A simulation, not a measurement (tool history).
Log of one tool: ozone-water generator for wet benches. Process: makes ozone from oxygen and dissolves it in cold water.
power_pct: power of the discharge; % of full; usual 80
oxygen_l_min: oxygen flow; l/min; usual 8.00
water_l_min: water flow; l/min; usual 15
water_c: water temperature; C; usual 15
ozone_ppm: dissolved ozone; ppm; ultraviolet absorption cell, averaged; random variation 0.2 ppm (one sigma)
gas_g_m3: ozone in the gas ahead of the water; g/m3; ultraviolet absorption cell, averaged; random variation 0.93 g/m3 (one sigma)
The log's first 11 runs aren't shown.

run	hour	power_pct	oxygen_l_min	water_l_min	water_c	hours of work since the electrodes were changed	hours of work since the contactor was cleaned	hours of work since the thermometer was calibrated	ozone_ppm	gas_g_m3
12	858.7	80	8.00	14	15	769	4472	3617	29.3	157.9
13	944.6	80	8.00	15	15	846	4549	3694	28.2	158.1
14	1018.2	80	8.00	15	15	911	4614	3760	27.7	157.3
15	1134.4	80	8.00	15	15	1015	4718	3864	28.0	158.4
16	1232.2	80	5.88	15	15	1103	4806	3951	28.2	184.7
17	1302.1	80	5.88	15	15	1165	4868	4014	28.6	184.5
18	1367.1	80	5.88	17	15	1223	4926	4072	26.2	183.7
19	1460.0	80	5.88	23	8	1306	5009	4155	22.7	183.3
20	1557.9	57	9.63	12	21	1394	5097	4242	20.7	113.5
# hour 1576.4: contactor cleaned
21	1615.0	57	9.63	12	21	1441	34	4289	20.8	112.4
22	1704.3	41	13.33	17	11	1521	114	4369	16.5	77.4
23	1796.9	80	13.90	14	15	1604	197	4452	26.4	122.6
24	1913.6	80	13.90	14	15	1708	301	4556	26.3	121.2
25	1975.1	80	13.90	14	15	1763	356	4611	26.5	121.7
26	2087.5	80	13.90	14	15	1863	457	4712	26.5	122.2
27	2157.0	68	13.90	11	12	1925	519	4774	27.7	107.6
28	2250.8	80	8.00	13	13	2009	603	4858	31.6	160.8
29	2336.9	62	6.22	18	20	2086	679	4934	19.2	150.3
30	2404.4	80	8.00	14	9	2146	740	4995	32.8	160.8
31	2463.3	80	4.40	15	7	2199	792	5047	31.8	214.1
32	2545.8	79	4.40	9	14	2273	866	5121	38.4	214.7
33	2663.4	80	4.10	15	15	2378	971	5226	28.1	221.2

4 ways to go on from here, each from the tool as it stands after run 33. What would each give?
A	2724.3	80	4.10	15	16	2432	1026	5281	?	?
B	2724.3	80	8.00	22	15	2432	1026	5281	?	?
C	2724.3	79	5.36	15	15	2432	1026	5281	?	?
D	2724.3	55	8.00	11	12	2432	1026	5281	?	?

run	ozone_ppm	gas_g_m3
A	27.7	226.8
B	22.0	159.8
C	28.2	193.6
D	26.4	122.6
Without the tool's hidden state the same runs would have given:
run	ozone_ppm	gas_g_m3
A	27.7	220.5
B	22.1	155.3
C	28.2	188.2
D	26.4	119.2

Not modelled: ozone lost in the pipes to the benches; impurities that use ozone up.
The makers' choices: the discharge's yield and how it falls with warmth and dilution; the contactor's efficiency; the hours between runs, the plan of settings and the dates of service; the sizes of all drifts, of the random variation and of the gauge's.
